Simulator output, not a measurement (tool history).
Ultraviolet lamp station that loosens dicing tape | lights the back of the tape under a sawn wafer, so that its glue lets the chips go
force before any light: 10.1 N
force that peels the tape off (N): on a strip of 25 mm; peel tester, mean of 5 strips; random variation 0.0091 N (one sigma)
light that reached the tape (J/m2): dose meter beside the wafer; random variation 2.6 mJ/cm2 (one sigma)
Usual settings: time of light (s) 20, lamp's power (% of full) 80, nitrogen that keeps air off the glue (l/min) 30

run	hour	time of light (s)	lamp's power (% of full)	nitrogen that keeps air off the glue (l/min)	force that peels the tape off (N)	light that reached the tape (J/m2)
1	0.0	20	80	30	0.588	2570
2	17.2	20	80	30	0.596	2560
3	34.2	13	80	30	1.445	1650
4	41.7	13	83	30	1.370	1720
5	53.2	13	83	30	1.447	1720
6	64.4	13	83	30	1.423	1640
7	78.2	20	74	30	0.762	2280
8	93.2	20	74	30	0.810	2240
9	102.7	22	74	42	0.501	2450
10	116.5	14	80	23	1.701	1720
11	126.0	14	80	23	1.721	1700
12	139.9	20	80	10	1.640	2370
13	156.9	22	80	43	0.449	2550

Forecast run 14:
14	166.4	20	80	10	?	?

{"run 14": {"force that peels the tape off (N)": 1.681, "light that reached the tape (J/m2)": 2340}}
Without the tool's hidden state the same run would have given force that peels the tape off (N) 0.953, light that reached the tape (J/m2) 3160.
